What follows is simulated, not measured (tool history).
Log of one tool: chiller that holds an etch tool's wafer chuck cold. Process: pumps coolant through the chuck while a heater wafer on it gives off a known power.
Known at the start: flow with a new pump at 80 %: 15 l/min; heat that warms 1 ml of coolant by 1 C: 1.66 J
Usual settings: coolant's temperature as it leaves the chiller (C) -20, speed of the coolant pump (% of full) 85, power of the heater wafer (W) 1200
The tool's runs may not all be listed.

run	day	coolant's temperature as it leaves the chiller (C)	speed of the coolant pump (% of full)	power of the heater wafer (W)	chuck's temperature once it has settled (C)	how much warmer the coolant comes back (C)
1	0.000	-20	85	1200	-7.1	2.73
2	6.108	-20	85	1200	-6.8	2.71
3	12.696	-20	85	1200	-6.8	2.71
4	17.271	-20	85	1200	-6.6	2.74
5	21.038	-20	85	1200	-6.5	2.71
6	25.112	-20	85	1200	-6.6	2.76
7	30.421	-20	85	1200	-6.4	2.74
8	35.242	-20	85	687	-12.5	1.55
9	38.496	-20	85	687	-12.2	1.59
10	45.212	-20	85	687	-12.1	1.58
11	51.258	-25	88	1509	-8.0	3.37
12	57.933	-25	88	1509	-7.6	3.39
13	63.983	-14	88	1535	3.7	3.42
14	68.408	-19	85	721	-10.8	1.69
15	73.725	-19	85	721	-10.5	1.71
16	79.617	-20	72	809	-9.1	2.16
17	83.412	-20	61	809	-7.4	2.70
18	86.488	-12	61	1122	5.7	3.67

The next listed run, before its measurement:
19	91.658	-12	72	1122	?	?

chuck's temperature once it has settled (C): 3.7
how much warmer the coolant comes back (C): 3.16
Without the tool's hidden state the same run would have given chuck's temperature once it has settled (C) 0.9, how much warmer the coolant comes back (C) 3.05.
